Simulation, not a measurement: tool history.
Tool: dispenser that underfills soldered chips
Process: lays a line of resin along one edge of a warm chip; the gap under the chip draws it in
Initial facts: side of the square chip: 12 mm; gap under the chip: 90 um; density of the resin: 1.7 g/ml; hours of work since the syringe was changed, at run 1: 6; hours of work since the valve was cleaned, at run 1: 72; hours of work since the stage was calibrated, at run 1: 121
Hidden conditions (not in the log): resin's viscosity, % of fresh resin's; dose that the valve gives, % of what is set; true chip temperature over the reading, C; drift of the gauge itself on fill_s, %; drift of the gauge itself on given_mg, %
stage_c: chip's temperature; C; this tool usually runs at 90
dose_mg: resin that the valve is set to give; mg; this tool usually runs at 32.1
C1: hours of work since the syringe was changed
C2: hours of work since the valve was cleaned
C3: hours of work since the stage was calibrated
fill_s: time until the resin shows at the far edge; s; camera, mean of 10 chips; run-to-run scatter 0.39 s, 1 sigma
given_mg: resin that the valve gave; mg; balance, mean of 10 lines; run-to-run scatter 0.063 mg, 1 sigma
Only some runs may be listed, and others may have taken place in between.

{"run": 1, "hour": 0.0, "stage_c": 90, "dose_mg": 32.1, "C1": 6, "C2": 72, "C3": 121, "fill_s": 36.3, "given_mg": 31.08}
{"hour": 4.8, "done": "new syringe of resin"}
{"run": 2, "hour": 8.9, "stage_c": 90, "dose_mg": 33.6, "C1": 3, "C2": 78, "C3": 127, "fill_s": 30.8, "given_mg": 32.58}
{"hour": 11.5, "done": "dispensing valve cleaned and set on the balance"}
{"run": 3, "hour": 17.4, "stage_c": 90, "dose_mg": 33.6, "C1": 8, "C2": 4, "C3": 132, "fill_s": 41.7, "given_mg": 33.68}
{"hour": 18.9, "done": "new syringe of resin"}
{"run": 4, "hour": 28.2, "stage_c": 76, "dose_mg": 33.6, "C1": 6, "C2": 11, "C3": 139, "fill_s": 67.6, "given_mg": 33.61}
{"hour": 32.0, "done": "new syringe of resin"}
{"run": 5, "hour": 37.9, "stage_c": 76, "dose_mg": 33.6, "C1": 4, "C2": 18, "C3": 146, "fill_s": 57.4, "given_mg": 33.51}
{"hour": 44.9, "done": "new syringe of resin"}
{"run": 6, "hour": 46.8, "stage_c": 76, "dose_mg": 33.6, "C1": 1, "C2": 24, "C3": 152, "fill_s": 51.7, "given_mg": 33.45}
{"hour": 58.1, "done": "new syringe of resin"}
{"run": 7, "hour": 58.4, "stage_c": 93, "dose_mg": 32.1, "C1": 0, "C2": 32, "C3": 160, "fill_s": 23.7, "given_mg": 31.86}
{"run": 8, "hour": 64.2, "stage_c": 90, "dose_mg": 32.5, "C1": 4, "C2": 36, "C3": 164, "fill_s": 33.1, "given_mg": 32.15}
{"hour": 71.8, "done": "new syringe of resin"}
{"run": 9, "hour": 77.2, "stage_c": 90, "dose_mg": 32.5, "C1": 4, "C2": 45, "C3": 173, "fill_s": 32.1, "given_mg": 32.09}
{"run": 10, "hour": 82.4, "stage_c": 90, "dose_mg": 32.5, "C1": 7, "C2": 48, "C3": 176, "fill_s": 38.8, "given_mg": 31.93}
{"hour": 84.8, "done": "new syringe of resin"}
{"run": 11, "hour": 92.1, "stage_c": 90, "dose_mg": 32.5, "C1": 5, "C2": 55, "C3": 183, "fill_s": 34.3, "given_mg": 31.9}
{"hour": 98.0, "done": "new syringe of resin"}
{"run": 12, "hour": 102.3, "stage_c": 102, "dose_mg": 32.1, "C1": 3, "C2": 62, "C3": 190, "fill_s": 19.3, "given_mg": 31.43}
{"hour": 111.2, "done": "new syringe of resin"}
{"run": 13, "hour": 114.4, "stage_c": 102, "dose_mg": 32.1, "C1": 2, "C2": 70, "C3": 198, "fill_s": 18.5, "given_mg": 31.34}
{"hour": 124.4, "done": "new syringe of resin"}
{"run": 14, "hour": 124.4, "stage_c": 102, "dose_mg": 32.1, "C1": 0, "C2": 77, "C3": 205, "fill_s": 16.5, "given_mg": 31.32}
{"hour": 127.6, "done": "dispensing valve cleaned and set on the balance"}
{"run": 15, "hour": 134.2, "stage_c": 102, "dose_mg": 32.1, "C1": 6, "C2": 5, "C3": 211, "fill_s": 22.2, "given_mg": 32.06}
{"hour": 138.4, "done": "new syringe of resin"}
{"run": 16, "hour": 143.8, "stage_c": 90, "dose_mg": 29.1, "C1": 4, "C2": 11, "C3": 217, "fill_s": 33, "given_mg": 28.97}
{"hour": 151.5, "done": "new syringe of resin"}
{"run": 17, "hour": 154.5, "stage_c": 90, "dose_mg": 32.1, "C1": 2, "C2": 18, "C3": 225, "fill_s": 29.4, "given_mg": 31.84}
{"hour": 164.4, "done": "new syringe of resin"}
{"run": 18, "hour": 164.4, "stage_c": 95, "dose_mg": 39.2, "C1": 0, "C2": 25, "C3": 231, "fill_s": 20.9, "given_mg": 38.72}
{"run": 19, "hour": 170.7, "stage_c": 95, "dose_mg": 28.6, "C1": 4, "C2": 29, "C3": 236, "fill_s": 28.4, "given_mg": 28.21}
{"run": 20, "hour": 176.4, "stage_c": 76, "dose_mg": 39.3, "C1": 8, "C2": 33, "C3": 240, "fill_s": 75.2, "given_mg": 38.72}
{"hour": 177.7, "done": "new syringe of resin"}
{"run": 21, "hour": 182.0, "stage_c": 96, "dose_mg": 38.9, "C1": 3, "C2": 37, "C3": 243, "fill_s": 24.4, "given_mg": 38.36}
{"hour": 191.0, "done": "new syringe of resin"}
{"run": 22, "hour": 191.0, "stage_c": 98, "dose_mg": 29.8, "C1": 0, "C2": 43, "C3": 250, "fill_s": 18.6, "given_mg": 29.26}
{"run": 23, "hour": 196.5, "stage_c": 88, "dose_mg": 36.5, "C1": 4, "C2": 47, "C3": 253, "fill_s": 34.4, "given_mg": 35.78}
{"hour": 204.3, "done": "new syringe of resin"}
{"run": 24, "hour": 204.5, "stage_c": 98, "dose_mg": 30.3, "C1": 0, "C2": 52, "C3": 259, "fill_s": 19.3, "given_mg": 29.64}
{"run": 25, "hour": 216.3, "stage_c": 98, "dose_mg": 30.3, "C1": 8, "C2": 61, "C3": 267, "fill_s": 30.3, "given_mg": 29.57}
{"hour": 217.4, "done": "new syringe of resin"}
{"run": 26, "hour": 226.2, "stage_c": 102, "dose_mg": 29.6, "C1": 6, "C2": 67, "C3": 274, "fill_s": 23.9, "given_mg": 28.72}
{"hour": 230.7, "done": "new syringe of resin"}
{"run": 27, "hour": 235.3, "stage_c": 99, "dose_mg": 32.7, "C1": 3, "C2": 73, "C3": 280, "fill_s": 22.1, "given_mg": 31.81}
{"hour": 243.7, "done": "dispensing valve cleaned and set on the balance"}
{"hour": 244.8, "done": "new syringe of resin"}
{"run": 28, "hour": 248.2, "stage_c": 93, "dose_mg": 27.6, "C1": 2, "C2": 3, "C3": 288, "fill_s": 27.5, "given_mg": 27.61}
{"hour": 257.9, "done": "new syringe of resin"}
{"run": 29, "hour": 261.1, "stage_c": 102, "dose_mg": 34.2, "C1": 2, "C2": 12, "C3": 297, "fill_s": 18.6, "given_mg": 34.1}
{"hour": 271.4, "done": "new syringe of resin"}
{"run": 30, "hour": 273.8, "stage_c": 96, "dose_mg": 28.1, "C1": 2, "C2": 20, "C3": 305, "fill_s": 23.7, "given_mg": 27.88}
{"run": 31, "hour": 283.5, "stage_c": 79, "dose_mg": 36.9, "C1": 8, "C2": 27, "C3": 312, "fill_s": 66.4, "given_mg": 36.61}
{"hour": 284.8, "done": "new syringe of resin"}
{"run": 32, "hour": 293.8, "stage_c": 79, "dose_mg": 34.3, "C1": 6, "C2": 34, "C3": 319, "fill_s": 58.6, "given_mg": 33.95}
{"hour": 298.2, "done": "new syringe of resin"}
{"run": 33, "hour": 299.8, "stage_c": 88, "dose_mg": 34.7, "C1": 1, "C2": 38, "C3": 323, "fill_s": 29.4, "given_mg": 34.3}
{"run": 34, "hour": 309.1, "stage_c": 88, "dose_mg": 34.7, "C1": 8, "C2": 45, "C3": 330, "fill_s": 43.7, "given_mg": 34.24}

What differs in the tool's unlogged condition from the final listed run ahead of each entry between runs to the first listed run following it?
Logged between run 1 and run 2: new syringe of resin (hour 4.8)
  resin's viscosity, % of fresh resin's: 140.5 -> 118.4; dose that the valve gives, % of what is set: 97.07 -> 96.83; true chip temperature over the reading, C: -0.62 -> -0.64
  measured less the result without the state, fill_s: +11.2 -> +5.6 s; given_mg: -0.94 -> -1.07 mg
Logged between run 2 and run 3: dispensing valve cleaned and set on the balance (hour 11.5)
  resin's viscosity, % of fresh resin's: 118.4 -> 158.8; dose that the valve gives, % of what is set: 96.83 -> 100.37; true chip temperature over the reading, C: -0.64 -> -0.65
  measured less the result without the state, fill_s: +5.6 -> +15.8 s; given_mg: -1.07 -> +0.13 mg
Logged between run 3 and run 4: new syringe of resin (hour 18.9)
  resin's viscosity, % of fresh resin's: 158.8 -> 144.2; dose that the valve gives, % of what is set: 100.37 -> 100.08; true chip temperature over the reading, C: -0.65 -> -0.68
  measured less the result without the state, fill_s: +15.8 -> +22.1 s; given_mg: +0.13 -> +0.02 mg
Logged between run 4 and run 5: new syringe of resin (hour 32)
  resin's viscosity, % of fresh resin's: 144.2 -> 124.2; dose that the valve gives, % of what is set: 100.08 -> 99.82; true chip temperature over the reading, C: -0.68 -> -0.71
  measured less the result without the state, fill_s: +22.1 -> +12.6 s; given_mg: +0.02 -> -0.06 mg
Logged between run 5 and run 6: new syringe of resin (hour 44.9)
  resin's viscosity, % of fresh resin's: 124.2 -> 109; dose that the valve gives, % of what is set: 99.82 -> 99.59; true chip temperature over the reading, C: -0.71 -> -0.73
  measured less the result without the state, fill_s: +12.6 -> +5.8 s; given_mg: -0.06 -> -0.14 mg
Logged between run 6 and run 7: new syringe of resin (hour 58.1)
  resin's viscosity, % of fresh resin's: 109 -> 102.1; dose that the valve gives, % of what is set: 99.59 -> 99.28; true chip temperature over the reading, C: -0.73 -> -0.76
  measured less the result without the state, fill_s: +5.8 -> +1.2 s; given_mg: -0.14 -> -0.23 mg
Logged between run 8 and run 9: new syringe of resin (hour 71.8)
  resin's viscosity, % of fresh resin's: 128.2 -> 122.7; dose that the valve gives, % of what is set: 99.13 -> 98.8; true chip temperature over the reading, C: -0.77 -> -0.8
  measured less the result without the state, fill_s: +8 -> +6.8 s; given_mg: -0.28 -> -0.39 mg
Logged between run 10 and run 11: new syringe of resin (hour 84.8)
  resin's viscosity, % of fresh resin's: 150.4 -> 131.9; dose that the valve gives, % of what is set: 98.65 -> 98.42; true chip temperature over the reading, C: -0.82 -> -0.84
  measured less the result without the state, fill_s: +13.7 -> +9.3 s; given_mg: -0.44 -> -0.51 mg
Logged between run 11 and run 12: new syringe of resin (hour 98)
  resin's viscosity, % of fresh resin's: 131.9 -> 117.9; dose that the valve gives, % of what is set: 98.42 -> 98.17; true chip temperature over the reading, C: -0.84 -> -0.87
  measured less the result without the state, fill_s: +9.3 -> +3.5 s; given_mg: -0.51 -> -0.59 mg
Logged between run 12 and run 13: new syringe of resin (hour 111.2)
  resin's viscosity, % of fresh resin's: 117.9 -> 113.8; dose that the valve gives, % of what is set: 98.17 -> 97.88; true chip temperature over the reading, C: -0.87 -> -0.9
  measured less the result without the state, fill_s: +3.5 -> +2.9 s; given_mg: -0.59 -> -0.68 mg
Logged between run 13 and run 14: new syringe of resin (hour 124.4)
  resin's viscosity, % of fresh resin's: 113.8 -> 99.6; dose that the valve gives, % of what is set: 97.88 -> 97.62; true chip temperature over the reading, C: -0.9 -> -0.92
  measured less the result without the state, fill_s: +2.9 -> +0.5 s; given_mg: -0.68 -> -0.76 mg
Logged between run 14 and run 15: dispensing valve cleaned and set on the balance (hour 127.6)
  resin's viscosity, % of fresh resin's: 99.6 -> 140.5; dose that the valve gives, % of what is set: 97.62 -> 99.76; true chip temperature over the reading, C: -0.92 -> -0.94
  measured less the result without the state, fill_s: +0.5 -> +7.1 s; given_mg: -0.76 -> -0.07 mg
Logged between run 15 and run 16: new syringe of resin (hour 138.4)
  resin's viscosity, % of fresh resin's: 140.5 -> 122.9; dose that the valve gives, % of what is set: 99.76 -> 99.51; true chip temperature over the reading, C: -0.94 -> -0.97
  measured less the result without the state, fill_s: +7.1 -> +7.2 s; given_mg: -0.07 -> -0.15 mg
Logged between run 16 and run 17: new syringe of resin (hour 151.5)
  resin's viscosity, % of fresh resin's: 122.9 -> 111.5; dose that the valve gives, % of what is set: 99.51 -> 99.22; true chip temperature over the reading, C: -0.97 -> -0.99
  measured less the result without the state, fill_s: +7.2 -> +4.1 s; given_mg: -0.15 -> -0.26 mg
Logged between run 17 and run 18: new syringe of resin (hour 164.4)
  resin's viscosity, % of fresh resin's: 111.5 -> 101.5; dose that the valve gives, % of what is set: 99.22 -> 98.96; true chip temperature over the reading, C: -0.99 -> -1.01
  measured less the result without the state, fill_s: +4.1 -> +1.2 s; given_mg: -0.26 -> -0.41 mg
Logged between run 20 and run 21: new syringe of resin (hour 177.7)
  resin's viscosity, % of fresh resin's: 162.7 -> 118; dose that the valve gives, % of what is set: 98.62 -> 98.48; true chip temperature over the reading, C: -1.04 -> -1.06
  measured less the result without the state, fill_s: +31 -> +4.5 s; given_mg: -0.54 -> -0.59 mg
Logged between run 21 and run 22: new syringe of resin (hour 191)
  resin's viscosity, % of fresh resin's: 118 -> 99.6; dose that the valve gives, % of what is set: 98.48 -> 98.26; true chip temperature over the reading, C: -1.06 -> -1.08
  measured less the result without the state, fill_s: +4.5 -> +0.8 s; given_mg: -0.59 -> -0.52 mg
Logged between run 23 and run 24: new syringe of resin (hour 204.3)
  resin's viscosity, % of fresh resin's: 123.2 -> 99.5; dose that the valve gives, % of what is set: 98.1 -> 97.87; true chip temperature over the reading, C: -1.09 -> -1.11
  measured less the result without the state, fill_s: +7.8 -> +0.8 s; given_mg: -0.7 -> -0.65 mg
Logged between run 25 and run 26: new syringe of resin (hour 217.4)
  resin's viscosity, % of fresh resin's: 157.9 -> 143.7; dose that the valve gives, % of what is set: 97.55 -> 97.3; true chip temperature over the reading, C: -1.14 -> -1.17
  measured less the result without the state, fill_s: +12 -> +8 s; given_mg: -0.74 -> -0.8 mg
Logged between run 26 and run 27: new syringe of resin (hour 230.7)
  resin's viscosity, % of fresh resin's: 143.7 -> 120.6; dose that the valve gives, % of what is set: 97.3 -> 97.07; true chip temperature over the reading, C: -1.17 -> -1.19
  measured less the result without the state, fill_s: +8 -> +4.8 s; given_mg: -0.8 -> -0.96 mg
Logged between run 27 and run 28: dispensing valve cleaned and set on the balance (hour 243.7); new syringe of resin (hour 244.8)
  resin's viscosity, % of fresh resin's: 120.6 -> 114.3; dose that the valve gives, % of what is set: 97.07 -> 100.24; true chip temperature over the reading, C: -1.19 -> -1.22
  measured less the result without the state, fill_s: +4.8 -> +4.6 s; given_mg: -0.96 -> +0.07 mg
Logged between run 28 and run 29: new syringe of resin (hour 257.9)
  resin's viscosity, % of fresh resin's: 114.3 -> 114; dose that the valve gives, % of what is set: 100.24 -> 99.9; true chip temperature over the reading, C: -1.22 -> -1.25
  measured less the result without the state, fill_s: +4.6 -> +3.1 s; given_mg: +0.07 -> -0.04 mg
Logged between run 29 and run 30: new syringe of resin (hour 271.4)
  resin's viscosity, % of fresh resin's: 114 -> 110.4; dose that the valve gives, % of what is set: 99.9 -> 99.57; true chip temperature over the reading, C: -1.25 -> -1.28
  measured less the result without the state, fill_s: +3.1 -> +3.3 s; given_mg: -0.04 -> -0.12 mg
Logged between run 31 and run 32: new syringe of resin (hour 284.8)
  resin's viscosity, % of fresh resin's: 161.3 -> 140.6; dose that the valve gives, % of what is set: 99.29 -> 98.99; true chip temperature over the reading, C: -1.31 -> -1.33
  measured less the result without the state, fill_s: +27.5 -> +19.3 s; given_mg: -0.26 -> -0.35 mg
Logged between run 32 and run 33: new syringe of resin (hour 298.2)
  resin's viscosity, % of fresh resin's: 140.6 -> 105.8; dose that the valve gives, % of what is set: 98.99 -> 98.83; true chip temperature over the reading, C: -1.33 -> -1.35
  measured less the result without the state, fill_s: +19.3 -> +3.2 s; given_mg: -0.35 -> -0.41 mg
